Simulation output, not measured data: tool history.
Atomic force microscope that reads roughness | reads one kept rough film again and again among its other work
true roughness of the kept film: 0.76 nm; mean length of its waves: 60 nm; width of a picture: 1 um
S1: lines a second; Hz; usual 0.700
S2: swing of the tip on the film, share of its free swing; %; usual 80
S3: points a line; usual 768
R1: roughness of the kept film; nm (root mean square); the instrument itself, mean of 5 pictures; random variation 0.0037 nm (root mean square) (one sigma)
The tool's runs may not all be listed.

run   hour     S1  S2    S3     R1
  1    0.0  0.700  80   768  0.688
  2    6.1  0.700  80   692  0.692
  3   11.3  2.464  80   768  0.581
  4   21.2  2.464  80  1012  0.585
  5   27.7  2.464  80   663  0.585
      32.6  -- new tip fitted
  6   36.5  2.464  80   663  0.588
  7   46.6  2.464  80   663  0.584
  8   55.4  0.700  74   768  0.707
  9   62.8  0.700  74   768  0.712
 10   72.4  0.700  74   768  0.708
 11   82.1  0.700  75   768  0.711
 12   88.3  0.700  75   768  0.710
 13   97.0  0.700  80   768  0.692
 14  101.2  0.700  80   768  0.691
 15  111.0  0.700  80   297  0.693
 16  116.9  0.700  80   530  0.692
 17  125.4  0.700  80   768  0.692
 18  130.2  0.700  80   768  0.697
 19  139.7  0.774  55   768  0.735
 20  146.8  1.660  70   768  0.673
 21  155.1  0.700  85   432  0.674
 22  165.1  3.675  62   958  0.643
 23  170.6  3.675  62   958  0.656
 24  177.4  2.528  62   661  0.678
 25  182.5  2.249  62   661  0.683
 26  191.9  0.555  68   768  0.723
 27  202.1  0.555  68   768  0.717
 28  210.5  0.555  68   768  0.723
 29  217.3  0.700  80   787  0.690
 30  223.5  1.372  65   579  0.695
 31  227.7  1.372  65   579  0.696
 32  237.8  0.700  80   500  0.691
 33  243.6  1.291  77   500  0.665
 34  252.5  0.967  80   378  0.672

Forecast each of these 5 alternatives for the next run:
  A  256.8  2.548  67  312   ?
  B  256.8  0.967  58  990   ?
  C  256.8  0.967  73  644   ?
  D  256.8  0.700  62  435   ?
  E  256.8  1.560  60  566   ?

run     R1
  A  0.647
  B  0.727
  C  0.695
  D  0.718
  E  0.704
Without the tool's hidden state the same runs would have given:
run     R1
  A  0.657
  B  0.738
  C  0.705
  D  0.729
  E  0.714

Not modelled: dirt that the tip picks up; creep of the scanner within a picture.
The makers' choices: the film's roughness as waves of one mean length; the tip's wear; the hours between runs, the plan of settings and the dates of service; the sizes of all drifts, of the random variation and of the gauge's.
